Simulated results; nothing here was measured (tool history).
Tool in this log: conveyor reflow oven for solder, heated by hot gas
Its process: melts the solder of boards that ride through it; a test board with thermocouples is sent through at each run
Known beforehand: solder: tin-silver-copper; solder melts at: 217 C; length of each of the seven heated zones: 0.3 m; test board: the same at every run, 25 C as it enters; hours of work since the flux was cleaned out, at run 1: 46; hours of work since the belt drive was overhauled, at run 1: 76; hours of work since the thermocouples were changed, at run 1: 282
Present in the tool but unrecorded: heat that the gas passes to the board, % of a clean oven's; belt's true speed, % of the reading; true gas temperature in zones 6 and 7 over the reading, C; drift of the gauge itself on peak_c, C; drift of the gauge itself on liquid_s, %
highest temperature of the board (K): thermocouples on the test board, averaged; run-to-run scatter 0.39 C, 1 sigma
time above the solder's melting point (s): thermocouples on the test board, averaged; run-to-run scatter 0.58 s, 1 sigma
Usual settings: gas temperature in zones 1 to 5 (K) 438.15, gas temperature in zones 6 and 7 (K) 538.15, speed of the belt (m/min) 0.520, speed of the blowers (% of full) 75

run	hour	gas temperature in zones 1 to 5 (K)	gas temperature in zones 6 and 7 (K)	speed of the belt (m/min)	speed of the blowers (% of full)	hours of work since the flux was cleaned out	hours of work since the belt drive was overhauled	hours of work since the thermocouples were changed	highest temperature of the board (K)	time above the solder's melting point (s)
1	0.0	438.15	538.15	0.520	75	46	76	282	524.65	49.4
2	30.2	438.15	538.15	0.520	75	62	92	298	523.55	48.0
3	59.4	438.15	538.15	0.520	75	77	107	313	524.35	48.4
4	99.7	438.15	538.15	0.520	75	98	128	335	523.75	49.6
# hour 107.4: belt drive overhauled, speed set with a stopwatch
5	136.3	438.15	538.15	0.520	75	115	15	352	523.75	49.2
6	179.4	438.15	538.15	0.520	75	138	38	374	524.05	48.8
# hour 197.7: belt drive overhauled, speed set with a stopwatch, once more
7	220.4	427.15	543.15	0.471	64	157	12	394	526.05	51.6
8	254.7	436.15	540.15	0.618	73	176	30	412	518.25	35.8
9	304.4	438.15	540.15	0.520	75	202	56	438	525.75	49.4
10	350.8	425.15	543.15	0.457	60	226	81	463	524.45	52.4

Run 11, settings as shown, results not yet in. Your forecast:
11	394.2	426.15	537.15	0.520	81	249	103	485	?	?

{"run 11": {"highest temperature of the board (K)": 522.15, "time above the solder's melting point (s)": 44.6}}
Minus the tool's unlogged condition, the same run would have read highest temperature of the board (K) 523.05, time above the solder's melting point (s) 45.5.

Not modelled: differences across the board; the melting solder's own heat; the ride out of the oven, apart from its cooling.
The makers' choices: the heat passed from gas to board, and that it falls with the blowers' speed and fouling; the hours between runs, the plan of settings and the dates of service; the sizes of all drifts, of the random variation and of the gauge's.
